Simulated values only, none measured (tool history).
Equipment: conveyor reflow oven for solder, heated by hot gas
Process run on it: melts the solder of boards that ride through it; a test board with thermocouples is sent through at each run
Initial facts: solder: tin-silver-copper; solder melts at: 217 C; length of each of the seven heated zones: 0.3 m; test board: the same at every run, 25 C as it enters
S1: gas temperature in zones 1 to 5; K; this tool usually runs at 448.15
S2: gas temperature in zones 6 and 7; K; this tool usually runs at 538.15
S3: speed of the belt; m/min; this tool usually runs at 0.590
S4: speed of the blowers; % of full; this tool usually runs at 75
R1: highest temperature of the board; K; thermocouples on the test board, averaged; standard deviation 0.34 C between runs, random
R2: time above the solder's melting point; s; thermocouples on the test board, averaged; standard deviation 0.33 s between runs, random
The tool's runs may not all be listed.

run,hour,S1,S2,S3,S4,R1,R2
1,0.0,448.15,538.15,0.590,75,525.85,46.4
2,11.2,448.15,538.15,0.590,75,525.25,46.9
3,20.7,448.15,538.15,0.590,75,525.85,46.6
4,36.9,448.15,538.15,0.590,75,526.05,46.7
5,54.4,457.15,538.15,0.590,75,527.35,50.1
6,72.3,457.15,538.15,0.590,75,527.15,50.3
7,92.6,457.15,538.15,0.590,75,527.65,50.2
8,102.9,448.15,538.15,0.590,76,525.65,47.0
9,113.2,448.15,538.15,0.590,76,526.05,46.7
10,130.8,448.15,538.15,0.590,76,525.65,47.4
# hour 136.0: belt drive overhauled, speed set with a stopwatch
11,146.6,448.15,538.15,0.590,76,526.35,47.0
12,168.0,448.15,551.15,0.471,77,543.45,69.6
13,188.6,461.15,541.15,0.482,63,533.85,67.2

Forecast each of these 5 alternatives for the next run:
A,205.4,458.15,541.15,0.652,55,?,?
B,205.4,434.15,549.15,0.590,75,?,?
C,205.4,448.15,537.15,0.590,75,?,?
D,205.4,463.15,541.15,0.482,63,?,?
E,205.4,459.15,533.15,0.482,83,?,?

run,R1,R2
A,523.15,42.3
B,533.45,47.0
C,524.65,45.9
D,533.45,68.5
E,528.55,64.9
Without the tool's unlogged condition, the same runs would have read:
run,R1,R2
A,521.75,41.2
B,531.95,46.1
C,523.15,44.8
D,531.75,67.4
E,526.85,63.8

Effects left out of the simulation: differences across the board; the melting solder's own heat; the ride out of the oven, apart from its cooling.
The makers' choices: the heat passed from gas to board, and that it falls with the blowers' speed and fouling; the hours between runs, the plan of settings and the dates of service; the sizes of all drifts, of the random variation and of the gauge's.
